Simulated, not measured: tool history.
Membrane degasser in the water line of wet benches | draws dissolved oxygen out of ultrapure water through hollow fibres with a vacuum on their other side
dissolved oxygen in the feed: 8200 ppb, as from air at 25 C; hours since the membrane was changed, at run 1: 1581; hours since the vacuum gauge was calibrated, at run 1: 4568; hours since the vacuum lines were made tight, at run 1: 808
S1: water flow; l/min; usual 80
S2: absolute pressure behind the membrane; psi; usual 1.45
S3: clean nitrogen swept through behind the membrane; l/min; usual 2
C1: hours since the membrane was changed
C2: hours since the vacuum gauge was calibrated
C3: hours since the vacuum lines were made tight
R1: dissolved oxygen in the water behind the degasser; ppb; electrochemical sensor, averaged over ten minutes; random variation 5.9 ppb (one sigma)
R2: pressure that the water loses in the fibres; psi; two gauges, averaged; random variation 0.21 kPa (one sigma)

{"run": 1, "hour": 0.0, "S1": 80, "S2": 1.45, "S3": 2, "C1": 1581, "C2": 4568, "C3": 808, "R1": 584.1, "R2": 6.904}
{"run": 2, "hour": 38.3, "S1": 80, "S2": 1.45, "S3": 2, "C1": 1619, "C2": 4606, "C3": 847, "R1": 588.7, "R2": 6.891}
{"run": 3, "hour": 59.3, "S1": 80, "S2": 2.31, "S3": 2, "C1": 1640, "C2": 4627, "C3": 868, "R1": 990.1, "R2": 6.888}
{"run": 4, "hour": 104.6, "S1": 80, "S2": 1.77, "S3": 2, "C1": 1685, "C2": 4672, "C3": 913, "R1": 739.9, "R2": 6.888}
{"run": 5, "hour": 129.4, "S1": 80, "S2": 1.45, "S3": 2, "C1": 1710, "C2": 4697, "C3": 938, "R1": 585, "R2": 6.863}
{"run": 6, "hour": 164.4, "S1": 80, "S2": 1.45, "S3": 2, "C1": 1745, "C2": 4732, "C3": 973, "R1": 581, "R2": 6.814}
{"run": 7, "hour": 196.4, "S1": 80, "S2": 1.45, "S3": 2, "C1": 1777, "C2": 4764, "C3": 1005, "R1": 594.3, "R2": 6.781}
{"run": 8, "hour": 241.6, "S1": 80, "S2": 1.45, "S3": 1.85, "C1": 1822, "C2": 4809, "C3": 1050, "R1": 621.4, "R2": 6.852}
{"run": 9, "hour": 280.0, "S1": 80, "S2": 1.45, "S3": 1.05, "C1": 1861, "C2": 4848, "C3": 1088, "R1": 877.5, "R2": 6.789}
{"run": 10, "hour": 319.6, "S1": 80, "S2": 1.45, "S3": 1.05, "C1": 1900, "C2": 4887, "C3": 1128, "R1": 876.6, "R2": 6.824}
{"run": 11, "hour": 366.3, "S1": 80, "S2": 3.54, "S3": 2, "C1": 1947, "C2": 4934, "C3": 1175, "R1": 1505.5, "R2": 6.789}
{"run": 12, "hour": 411.5, "S1": 80, "S2": 1.09, "S3": 2, "C1": 1992, "C2": 4979, "C3": 1220, "R1": 402.1, "R2": 6.802}
{"run": 13, "hour": 451.1, "S1": 80, "S2": 1.09, "S3": 2, "C1": 2032, "C2": 5019, "C3": 1260, "R1": 402, "R2": 6.796}
{"run": 14, "hour": 497.7, "S1": 80, "S2": 1.09, "S3": 2, "C1": 2078, "C2": 5065, "C3": 1306, "R1": 406.2, "R2": 6.805}
{"run": 15, "hour": 533.9, "S1": 68, "S2": 0.88, "S3": 1.61, "C1": 2115, "C2": 5101, "C3": 1342, "R1": 291, "R2": 5.786}
{"run": 16, "hour": 569.4, "S1": 100, "S2": 1.09, "S3": 2.55, "C1": 2150, "C2": 5137, "C3": 1378, "R1": 434.4, "R2": 8.421}
{"run": 17, "hour": 589.9, "S1": 57, "S2": 2.77, "S3": 1.07, "C1": 2171, "C2": 5157, "C3": 1398, "R1": 1399.2, "R2": 4.823}
{"run": 18, "hour": 625.5, "S1": 55, "S2": 0.97, "S3": 1.07, "C1": 2206, "C2": 5193, "C3": 1434, "R1": 370.1, "R2": 4.647}
{"run": 19, "hour": 655.3, "S1": 103, "S2": 1.04, "S3": 2, "C1": 2236, "C2": 5223, "C3": 1464, "R1": 485.9, "R2": 8.723}
{"run": 20, "hour": 676.4, "S1": 103, "S2": 2.23, "S3": 3.58, "C1": 2257, "C2": 5244, "C3": 1485, "R1": 785.4, "R2": 8.649}
{"run": 21, "hour": 699.1, "S1": 103, "S2": 2.23, "S3": 3.58, "C1": 2280, "C2": 5267, "C3": 1508, "R1": 801.9, "R2": 8.715}
{"run": 22, "hour": 725.2, "S1": 113, "S2": 1.36, "S3": 1.33, "C1": 2306, "C2": 5293, "C3": 1534, "R1": 923.2, "R2": 9.513}
{"run": 23, "hour": 759.3, "S1": 86, "S2": 2.42, "S3": 2.1, "C1": 2340, "C2": 5327, "C3": 1568, "R1": 1074, "R2": 7.272}
{"run": 24, "hour": 804.9, "S1": 86, "S2": 2.42, "S3": 2.1, "C1": 2386, "C2": 5372, "C3": 1613, "R1": 1060.3, "R2": 7.224}
{"run": 25, "hour": 836.5, "S1": 54, "S2": 0.97, "S3": 1.67, "C1": 2417, "C2": 5404, "C3": 1645, "R1": 267.9, "R2": 4.574}
{"run": 26, "hour": 879.2, "S1": 54, "S2": 3.54, "S3": 1.67, "C1": 2460, "C2": 5447, "C3": 1688, "R1": 1274.4, "R2": 4.54}
{"run": 27, "hour": 905.7, "S1": 112, "S2": 0.99, "S3": 1.21, "C1": 2486, "C2": 5473, "C3": 1714, "R1": 619, "R2": 9.427}
{"run": 28, "hour": 948.1, "S1": 49, "S2": 1.33, "S3": 2.12, "C1": 2529, "C2": 5516, "C3": 1757, "R1": 327.2, "R2": 4.068}

The same runs without the tool's hidden state, with the same run-to-run variation:
The hidden state here: membrane still open, %; true pressure behind the membrane over the reading, kPa; air that leaks in behind the membrane, l/min; drift of the gauge itself on oxygen_ppb, %; drift of the gauge itself on loss_of_pressure_kpa, %.
run=1 R2=6.902
run=2 R2=6.897
run=3 R2=6.897
run=4 R2=6.902
run=5 R2=6.883
run=6 R2=6.839
run=7 R2=6.81
run=8 R2=6.889
run=9 R2=6.831
run=10 R2=6.873
run=11 R2=6.844
run=12 R2=6.866
run=13 R2=6.868
run=14 R2=6.882
run=15 R2=5.855
run=16 R2=8.531
run=17 R2=4.888
run=18 R2=4.714
run=19 R2=8.853
run=20 R2=8.783
run=21 R2=8.856
run=22 R2=9.673
run=23 R2=7.398
run=24 R2=7.359
run=25 R2=4.663
run=26 R2=4.633
run=27 R2=9.625
run=28 R2=4.158
R1: within 0.7 ppb of the measured result in every run.
